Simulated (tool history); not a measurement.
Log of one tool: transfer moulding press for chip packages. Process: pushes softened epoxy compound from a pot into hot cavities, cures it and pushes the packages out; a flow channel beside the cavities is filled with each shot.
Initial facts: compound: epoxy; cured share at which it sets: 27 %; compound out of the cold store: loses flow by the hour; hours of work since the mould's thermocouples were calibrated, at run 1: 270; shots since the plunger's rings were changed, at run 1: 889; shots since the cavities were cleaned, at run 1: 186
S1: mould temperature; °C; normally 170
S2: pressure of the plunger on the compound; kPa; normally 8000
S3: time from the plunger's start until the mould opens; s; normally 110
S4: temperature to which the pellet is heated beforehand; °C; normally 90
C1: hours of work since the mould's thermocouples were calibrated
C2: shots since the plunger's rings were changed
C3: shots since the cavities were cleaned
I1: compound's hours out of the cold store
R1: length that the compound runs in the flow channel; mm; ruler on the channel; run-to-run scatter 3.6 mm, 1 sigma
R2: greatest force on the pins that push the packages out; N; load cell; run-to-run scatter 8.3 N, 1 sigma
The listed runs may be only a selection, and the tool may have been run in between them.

run 1 day=0 | S1=170 S2=8000 S3=110 S4=90 | C1=270 C2=889 C3=186 | I1=31.1 | R1=592 R2=515
-- day=1.675 cavities cleaned with cleaning compound and waxed
run 2 day=2.738 | S1=170 S2=8000 S3=110 S4=90 | C1=308 C2=1566 C3=270 | I1=44.5 | R1=552 R2=546
-- day=4.138 cavities cleaned with cleaning compound and waxed
run 3 day=4.617 | S1=170 S2=8000 S3=110 S4=90 | C1=334 C2=2025 C3=121 | I1=20.9 | R1=602 R2=474
run 4 day=6.192 | S1=170 S2=8000 S3=110 S4=90 | C1=356 C2=2424 C3=520 | I1=25.5 | R1=593 R2=657
-- day=6.521 cavities cleaned with cleaning compound and waxed
-- day=6.954 mould's thermocouples calibrated
-- day=8.95 cavities cleaned with cleaning compound and waxed
run 5 day=9.454 | S1=170 S2=8000 S3=110 S4=90 | C1=35 C2=3196 C3=127 | I1=32.3 | R1=559 R2=475
-- day=11.242 cavities cleaned with cleaning compound and waxed
run 6 day=12.242 | S1=170 S2=8000 S3=110 S4=90 | C1=73 C2=3885 C3=253 | I1=17.6 | R1=590 R2=527
-- day=13.667 cavities cleaned with cleaning compound and waxed
run 7 day=15.275 | S1=170 S2=8000 S3=110 S4=90 | C1=115 C2=4636 C3=406 | I1=12.3 | R1=584 R2=630
-- day=16.175 cavities cleaned with cleaning compound and waxed
run 8 day=18.204 | S1=170 S2=8000 S3=110 S4=90 | C1=156 C2=5362 C3=514 | I1=16.6 | R1=572 R2=655
-- day=18.517 cavities cleaned with cleaning compound and waxed
run 9 day=20.012 | S1=170 S2=8000 S3=110 S4=90 | C1=181 C2=5803 C3=377 | I1=27.3 | R1=542 R2=620
-- day=20.412 plunger's sealing rings changed
-- day=20.929 cavities cleaned with cleaning compound and waxed
-- day=23.308 cavities cleaned with cleaning compound and waxed
run 10 day=23.308 | S1=170 S2=8000 S3=110 S4=90 | C1=224 C2=701 C3=0 | I1=45.4 | R1=566 R2=359
-- day=25.675 cavities cleaned with cleaning compound and waxed
run 11 day=26.25 | S1=170 S2=8000 S3=110 S4=90 | C1=265 C2=1429 C3=145 | I1=28.9 | R1=589 R2=456
run 12 day=27.621 | S1=170 S2=8000 S3=110 S4=90 | C1=284 C2=1776 C3=492 | I1=38.3 | R1=562 R2=618
-- day=28.092 cavities cleaned with cleaning compound and waxed
-- day=30.496 cavities cleaned with cleaning compound and waxed
run 13 day=30.671 | S1=170 S2=8000 S3=110 S4=90 | C1=326 C2=2517 C3=46 | I1=13.8 | R1=614 R2=382
run 14 day=32.304 | S1=170 S2=8000 S3=104 S4=90 | C1=349 C2=2930 C3=459 | I1=30.3 | R1=571 R2=676
-- day=32.904 cavities cleaned with cleaning compound and waxed
-- day=33.704 mould's thermocouples calibrated
run 15 day=34.104 | S1=163 S2=6660 S3=104 S4=83 | C1=6 C2=3347 C3=282 | I1=47 | R1=509 R2=993
-- day=35.425 cavities cleaned with cleaning compound and waxed
run 16 day=35.904 | S1=170 S2=8310 S3=110 S4=87 | C1=30 C2=3787 C3=121 | I1=16.6 | R1=593 R2=505
-- day=37.842 cavities cleaned with cleaning compound and waxed
run 17 day=37.917 | S1=170 S2=8000 S3=110 S4=89 | C1=58 C2=4280 C3=18 | I1=24.6 | R1=573 R2=390
-- day=40.258 cavities cleaned with cleaning compound and waxed
run 18 day=40.729 | S1=170 S2=8000 S3=110 S4=89 | C1=97 C2=4976 C3=119 | I1=38.5 | R1=535 R2=450
-- day=42.588 cavities cleaned with cleaning compound and waxed
run 19 day=42.712 | S1=168 S2=7490 S3=110 S4=89 | C1=124 C2=5462 C3=32 | I1=34.2 | R1=522 R2=429
-- day=44.5 plunger's sealing rings changed
run 20 day=44.633 | S1=176 S2=8000 S3=123 S4=90 | C1=150 C2=34 C3=492 | I1=36.1 | R1=571 R2=587
-- day=45.071 cavities cleaned with cleaning compound and waxed
run 21 day=46.654 | S1=176 S2=8000 S3=123 S4=90 | C1=178 C2=528 C3=400 | I1=47.1 | R1=544 R2=555
-- day=47.362 cavities cleaned with cleaning compound and waxed
run 22 day=49.283 | S1=163 S2=7830 S3=141 S4=83 | C1=214 C2=1178 C3=486 | I1=13.4 | R1=656 R2=673
-- day=49.721 cavities cleaned with cleaning compound and waxed
run 23 day=50.6 | S1=170 S2=6080 S3=116 S4=94 | C1=232 C2=1495 C3=222 | I1=45.8 | R1=478 R2=520
-- day=52.025 cavities cleaned with cleaning compound and waxed
run 24 day=52.25 | S1=170 S2=6080 S3=116 S4=81 | C1=254 C2=1897 C3=57 | I1=16.6 | R1=536 R2=421
run 25 day=54.121 | S1=172 S2=9230 S3=104 S4=90 | C1=281 C2=2370 C3=530 | I1=35.1 | R1=604 R2=647
-- day=54.458 cavities cleaned with cleaning compound and waxed
run 26 day=56.5 | S1=172 S2=9230 S3=104 S4=90 | C1=314 C2=2956 C3=517 | I1=20.5 | R1=625 R2=655

Hidden condition of the tool, last listed run before each entry between runs versus first listed run after:
Run 1 -> run 2: cavities cleaned with cleaning compound and waxed (day 1.675)
  true mould temperature over the reading, C: 0.28 -> 0.33; pressure that reaches the compound, % of what is set: 96.8 -> 94.33; grip of the stained cavities, % over clean ones': 41.5 -> 57.7
  measured less the result without the state, R1: -11 -> -18 mm; R2: +145 -> +195 N
Run 2 -> run 3: cavities cleaned with cleaning compound and waxed (day 4.138)
  true mould temperature over the reading, C: 0.33 -> 0.36; pressure that reaches the compound, % of what is set: 94.33 -> 92.69; grip of the stained cavities, % over clean ones': 57.7 -> 31.1
  measured less the result without the state, R1: -18 -> -24 mm; R2: +195 -> +107 N
Run 4 -> run 5: cavities cleaned with cleaning compound and waxed (day 6.521); mould's thermocouples calibrated (day 6.954); cavities cleaned with cleaning compound and waxed (day 8.95)
  true mould temperature over the reading, C: 0.38 -> 0.04; pressure that reaches the compound, % of what is set: 91.27 -> 88.42; grip of the stained cavities, % over clean ones': 86.5 -> 31.4
  measured less the result without the state, R1: -29 -> -36 mm; R2: +300 -> +113 N
Run 5 -> run 6: cavities cleaned with cleaning compound and waxed (day 11.242)
  true mould temperature over the reading, C: 0.04 -> 0.09; pressure that reaches the compound, % of what is set: 88.42 -> 86.06; grip of the stained cavities, % over clean ones': 31.4 -> 53.9
  measured less the result without the state, R1: -36 -> -46 mm; R2: +113 -> +185 N
Run 6 -> run 7: cavities cleaned with cleaning compound and waxed (day 13.667)
  true mould temperature over the reading, C: 0.09 -> 0.13; pressure that reaches the compound, % of what is set: 86.06 -> 83.13; grip of the stained cavities, % over clean ones': 53.9 -> 75.7
  measured less the result without the state, R1: -46 -> -57 mm; R2: +185 -> +270 N
Run 7 -> run 8: cavities cleaned with cleaning compound and waxed (day 16.175)
  true mould temperature over the reading, C: 0.13 -> 0.18; pressure that reaches the compound, % of what is set: 83.13 -> 80.65; grip of the stained cavities, % over clean ones': 75.7 -> 85.7
  measured less the result without the state, R1: -57 -> -65 mm; R2: +270 -> +300 N
Run 8 -> run 9: cavities cleaned with cleaning compound and waxed (day 18.517)
  true mould temperature over the reading, C: 0.18 -> 0.21; pressure that reaches the compound, % of what is set: 80.65 -> 79.06; grip of the stained cavities, % over clean ones': 85.7 -> 69.8
  measured less the result without the state, R1: -65 -> -69 mm; R2: +300 -> +252 N
Run 9 -> run 10: plunger's sealing rings changed (day 20.412); cavities cleaned with cleaning compound and waxed (day 20.929); cavities cleaned with cleaning compound and waxed (day 23.308)
  true mould temperature over the reading, C: 0.21 -> 0.26; pressure that reaches the compound, % of what is set: 79.06 -> 97.31; grip of the stained cavities, % over clean ones': 69.8 -> 3.1
  measured less the result without the state, R1: -69 -> -8 mm; R2: +252 -> +8 N
Run 10 -> run 11: cavities cleaned with cleaning compound and waxed (day 25.675)
  true mould temperature over the reading, C: 0.26 -> 0.31; pressure that reaches the compound, % of what is set: 97.31 -> 94.69; grip of the stained cavities, % over clean ones': 3.1 -> 35.4
  measured less the result without the state, R1: -8 -> -18 mm; R2: +8 -> +116 N
Run 12 -> run 13: cavities cleaned with cleaning compound and waxed (day 28.092); cavities cleaned with cleaning compound and waxed (day 30.496)
  true mould temperature over the reading, C: 0.33 -> 0.37; pressure that reaches the compound, % of what is set: 93.46 -> 90.68; grip of the stained cavities, % over clean ones': 80.2 -> 13.6
  measured less the result without the state, R1: -21 -> -33 mm; R2: +272 -> +42 N
Run 14 -> run 15: cavities cleaned with cleaning compound and waxed (day 32.904); mould's thermocouples calibrated (day 33.704)
  true mould temperature over the reading, C: 0.4 -> -0.1; pressure that reaches the compound, % of what is set: 89.23 -> 87.83; grip of the stained cavities, % over clean ones': 80.2 -> 58.7
  measured less the result without the state, R1: -35 -> -34 mm; R2: +294 -> +371 N
Run 15 -> run 16: cavities cleaned with cleaning compound and waxed (day 35.425)
  true mould temperature over the reading, C: -0.1 -> -0.07; pressure that reaches the compound, % of what is set: 87.83 -> 86.49; grip of the stained cavities, % over clean ones': 58.7 -> 33.7
  measured less the result without the state, R1: -34 -> -45 mm; R2: +371 -> +129 N
Run 16 -> run 17: cavities cleaned with cleaning compound and waxed (day 37.842)
  true mould temperature over the reading, C: -0.07 -> -0.04; pressure that reaches the compound, % of what is set: 86.49 -> 84.71; grip of the stained cavities, % over clean ones': 33.7 -> 4.7
  measured less the result without the state, R1: -45 -> -49 mm; R2: +129 -> +18 N
Run 17 -> run 18: cavities cleaned with cleaning compound and waxed (day 40.258)
  true mould temperature over the reading, C: -0.04 -> 0.01; pressure that reaches the compound, % of what is set: 84.71 -> 82.32; grip of the stained cavities, % over clean ones': 4.7 -> 26.7
  measured less the result without the state, R1: -49 -> -55 mm; R2: +18 -> +95 N
Run 18 -> run 19: cavities cleaned with cleaning compound and waxed (day 42.588)
  true mould temperature over the reading, C: 0.01 -> 0.04; pressure that reaches the compound, % of what is set: 82.32 -> 80.69; grip of the stained cavities, % over clean ones': 26.7 -> 10.2
  measured less the result without the state, R1: -55 -> -59 mm; R2: +95 -> +39 N
Run 19 -> run 20: plunger's sealing rings changed (day 44.5)
  true mould temperature over the reading, C: 0.04 -> 0.07; pressure that reaches the compound, % of what is set: 80.69 -> 99.35; grip of the stained cavities, % over clean ones': 10.2 -> 83.1
  measured less the result without the state, R1: -59 -> -2 mm; R2: +39 -> +265 N
Run 20 -> run 21: cavities cleaned with cleaning compound and waxed (day 45.071)
  true mould temperature over the reading, C: 0.07 -> 0.11; pressure that reaches the compound, % of what is set: 99.35 -> 97.58; grip of the stained cavities, % over clean ones': 83.1 -> 73.9
  measured less the result without the state, R1: -2 -> -8 mm; R2: +265 -> +233 N
Run 21 -> run 22: cavities cleaned with cleaning compound and waxed (day 47.362)
  true mould temperature over the reading, C: 0.11 -> 0.15; pressure that reaches the compound, % of what is set: 97.58 -> 95.34; grip of the stained cavities, % over clean ones': 73.9 -> 83.1
  measured less the result without the state, R1: -8 -> -16 mm; R2: +233 -> +304 N
Run 22 -> run 23: cavities cleaned with cleaning compound and waxed (day 49.721)
  true mould temperature over the reading, C: 0.15 -> 0.17; pressure that reaches the compound, % of what is set: 95.34 -> 94.22; grip of the stained cavities, % over clean ones': 83.1 -> 51.7
  measured less the result without the state, R1: -16 -> -15 mm; R2: +304 -> +175 N
Run 23 -> run 24: cavities cleaned with cleaning compound and waxed (day 52.025)
  true mould temperature over the reading, C: 0.17 -> 0.19; pressure that reaches the compound, % of what is set: 94.22 -> 92.74; grip of the stained cavities, % over clean ones': 51.7 -> 17.9
  measured less the result without the state, R1: -15 -> -21 mm; R2: +175 -> +62 N
Run 25 -> run 26: cavities cleaned with cleaning compound and waxed (day 54.458)
  true mould temperature over the reading, C: 0.22 -> 0.26; pressure that reaches the compound, % of what is set: 91.19 -> 89.21; grip of the stained cavities, % over clean ones': 87.1 -> 84.7
  measured less the result without the state, R1: -29 -> -37 mm; R2: +297 -> +297 N

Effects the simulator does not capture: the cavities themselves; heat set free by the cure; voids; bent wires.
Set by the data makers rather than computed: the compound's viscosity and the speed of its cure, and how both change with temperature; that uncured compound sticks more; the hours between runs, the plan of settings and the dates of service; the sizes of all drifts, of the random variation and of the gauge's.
